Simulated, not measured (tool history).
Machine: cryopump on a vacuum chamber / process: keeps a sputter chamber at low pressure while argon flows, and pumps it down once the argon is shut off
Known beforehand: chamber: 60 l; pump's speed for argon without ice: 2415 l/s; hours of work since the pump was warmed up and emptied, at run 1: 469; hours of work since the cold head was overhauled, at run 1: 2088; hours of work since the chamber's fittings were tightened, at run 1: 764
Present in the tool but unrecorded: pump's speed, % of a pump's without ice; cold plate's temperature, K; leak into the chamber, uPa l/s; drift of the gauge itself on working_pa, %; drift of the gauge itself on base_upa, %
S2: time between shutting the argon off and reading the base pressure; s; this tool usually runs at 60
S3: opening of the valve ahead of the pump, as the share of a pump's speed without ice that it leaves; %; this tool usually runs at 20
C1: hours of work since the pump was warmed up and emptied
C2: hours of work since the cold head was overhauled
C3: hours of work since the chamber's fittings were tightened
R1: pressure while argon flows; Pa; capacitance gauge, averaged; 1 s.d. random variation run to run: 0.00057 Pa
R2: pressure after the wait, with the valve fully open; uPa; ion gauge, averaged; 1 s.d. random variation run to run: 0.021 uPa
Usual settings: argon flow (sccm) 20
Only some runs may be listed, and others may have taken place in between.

{"run": 1, "day": 0.0, "argon flow (sccm)": 20, "S2": 60, "S3": 20, "C1": 469, "C2": 2088, "C3": 764, "R1": 0.0752, "R2": 1.07}
{"run": 2, "day": 2.804, "argon flow (sccm)": 20, "S2": 60, "S3": 20, "C1": 523, "C2": 2142, "C3": 818, "R1": 0.0745, "R2": 1.18}
{"run": 3, "day": 5.608, "argon flow (sccm)": 20, "S2": 60, "S3": 20, "C1": 577, "C2": 2196, "C3": 872, "R1": 0.0748, "R2": 1.19}
{"run": 4, "day": 7.562, "argon flow (sccm)": 20, "S2": 60, "S3": 20, "C1": 615, "C2": 2234, "C3": 910, "R1": 0.0753, "R2": 1.24}
{"run": 5, "day": 8.962, "argon flow (sccm)": 20, "S2": 60, "S3": 20, "C1": 642, "C2": 2261, "C3": 937, "R1": 0.076, "R2": 1.25}
{"run": 6, "day": 11.829, "argon flow (sccm)": 20, "S2": 36, "S3": 20, "C1": 697, "C2": 2317, "C3": 992, "R1": 0.0774, "R2": 1.66}
{"run": 7, "day": 14.708, "argon flow (sccm)": 20, "S2": 36, "S3": 20, "C1": 753, "C2": 2372, "C3": 1048, "R1": 0.0766, "R2": 1.76}
{"day": 15.596, "done": "pump warmed up, emptied and cooled again"}
{"run": 8, "day": 17.383, "argon flow (sccm)": 20, "S2": 36, "S3": 20, "C1": 35, "C2": 2420, "C3": 1095, "R1": 0.0721, "R2": 1.38}
{"run": 9, "day": 19.438, "argon flow (sccm)": 20, "S2": 60, "S3": 18, "C1": 74, "C2": 2459, "C3": 1135, "R1": 0.0782, "R2": 1.16}
{"run": 10, "day": 22.25, "argon flow (sccm)": 20, "S2": 60, "S3": 18, "C1": 129, "C2": 2514, "C3": 1189, "R1": 0.0786, "R2": 1.25}
{"day": 24.117, "done": "leaking fittings of the chamber tightened, without venting"}
{"run": 11, "day": 24.404, "argon flow (sccm)": 20, "S2": 60, "S3": 29, "C1": 168, "C2": 2554, "C3": 6, "R1": 0.0492, "R2": 0.47}
{"run": 12, "day": 26.583, "argon flow (sccm)": 20, "S2": 60, "S3": 29, "C1": 211, "C2": 2596, "C3": 48, "R1": 0.0502, "R2": 0.53}
{"run": 13, "day": 28.792, "argon flow (sccm)": 20, "S2": 60, "S3": 29, "C1": 253, "C2": 2639, "C3": 90, "R1": 0.0502, "R2": 0.57}
{"run": 14, "day": 31.083, "argon flow (sccm)": 20, "S2": 90, "S3": 20, "C1": 298, "C2": 2683, "C3": 135, "R1": 0.0728, "R2": 0.47}
{"run": 15, "day": 33.267, "argon flow (sccm)": 20, "S2": 201, "S3": 20, "C1": 340, "C2": 2725, "C3": 177, "R1": 0.0723, "R2": 0.42}
{"run": 16, "day": 35.179, "argon flow (sccm)": 39, "S2": 63, "S3": 17, "C1": 377, "C2": 2762, "C3": 214, "R1": 0.1659, "R2": 0.67}
{"run": 17, "day": 36.542, "argon flow (sccm)": 20, "S2": 60, "S3": 55, "C1": 403, "C2": 2788, "C3": 240, "R1": 0.0281, "R2": 0.69}
{"run": 18, "day": 38.225, "argon flow (sccm)": 20, "S2": 60, "S3": 55, "C1": 435, "C2": 2821, "C3": 273, "R1": 0.0295, "R2": 0.73}
{"run": 19, "day": 40.325, "argon flow (sccm)": 20, "S2": 60, "S3": 55, "C1": 476, "C2": 2861, "C3": 313, "R1": 0.0293, "R2": 0.78}
{"run": 20, "day": 42.733, "argon flow (sccm)": 20, "S2": 60, "S3": 55, "C1": 523, "C2": 2908, "C3": 360, "R1": 0.0297, "R2": 0.83}
{"run": 21, "day": 44.2, "argon flow (sccm)": 20, "S2": 60, "S3": 19, "C1": 551, "C2": 2936, "C3": 388, "R1": 0.0786, "R2": 0.85}
{"run": 22, "day": 45.85, "argon flow (sccm)": 20, "S2": 60, "S3": 19, "C1": 583, "C2": 2968, "C3": 420, "R1": 0.0795, "R2": 0.9}
{"run": 23, "day": 48.742, "argon flow (sccm)": 20, "S2": 60, "S3": 19, "C1": 639, "C2": 3024, "C3": 476, "R1": 0.0792, "R2": 0.95}
{"run": 24, "day": 50.638, "argon flow (sccm)": 20, "S2": 60, "S3": 19, "C1": 675, "C2": 3060, "C3": 512, "R1": 0.0791, "R2": 0.95}
{"run": 25, "day": 53.538, "argon flow (sccm)": 20, "S2": 60, "S3": 19, "C1": 731, "C2": 3117, "C3": 568, "R1": 0.0801, "R2": 1.0}
{"day": 55.517, "done": "pump warmed up, emptied and cooled again"}
{"run": 26, "day": 55.592, "argon flow (sccm)": 27, "S2": 70, "S3": 29, "C1": 1, "C2": 3152, "C3": 604, "R1": 0.0658, "R2": 0.82}
{"run": 27, "day": 57.012, "argon flow (sccm)": 21, "S2": 89, "S3": 20, "C1": 29, "C2": 3180, "C3": 631, "R1": 0.0737, "R2": 0.84}
{"run": 28, "day": 59.592, "argon flow (sccm)": 25, "S2": 228, "S3": 26, "C1": 79, "C2": 3229, "C3": 681, "R1": 0.0679, "R2": 0.69}

Consider 5 possible next runs. They are alternatives, not a sequence: every one starts from the tool as it was left by run 28. What does each give?
{"run": "A", "day": 62.429, "argon flow (sccm)": 16, "S2": 28, "S3": 17, "C1": 133, "C2": 3284, "C3": 736, "R1": "?", "R2": "?"}
{"run": "B", "day": 62.429, "argon flow (sccm)": 25, "S2": 228, "S3": 27, "C1": 133, "C2": 3284, "C3": 736, "R1": "?", "R2": "?"}
{"run": "C", "day": 62.429, "argon flow (sccm)": 12, "S2": 97, "S3": 53, "C1": 133, "C2": 3284, "C3": 736, "R1": "?", "R2": "?"}
{"run": "D", "day": 62.429, "argon flow (sccm)": 12, "S2": 228, "S3": 26, "C1": 133, "C2": 3284, "C3": 736, "R1": "?", "R2": "?"}
{"run": "E", "day": 62.429, "argon flow (sccm)": 22, "S2": 27, "S3": 20, "C1": 133, "C2": 3284, "C3": 736, "R1": "?", "R2": "?"}

run=A R1=0.0661 R2=1.39
run=B R1=0.0653 R2=0.71
run=C R1=0.0164 R2=0.87
run=D R1=0.0330 R2=0.75
run=E R1=0.0777 R2=1.43
With no hidden state in the tool, these same runs would have given:
run=A R1=0.0652 R2=0.85
run=B R1=0.0640 R2=0.18
run=C R1=0.0158 R2=0.32
run=D R1=0.0324 R2=0.22
run=E R1=0.0765 R2=0.89

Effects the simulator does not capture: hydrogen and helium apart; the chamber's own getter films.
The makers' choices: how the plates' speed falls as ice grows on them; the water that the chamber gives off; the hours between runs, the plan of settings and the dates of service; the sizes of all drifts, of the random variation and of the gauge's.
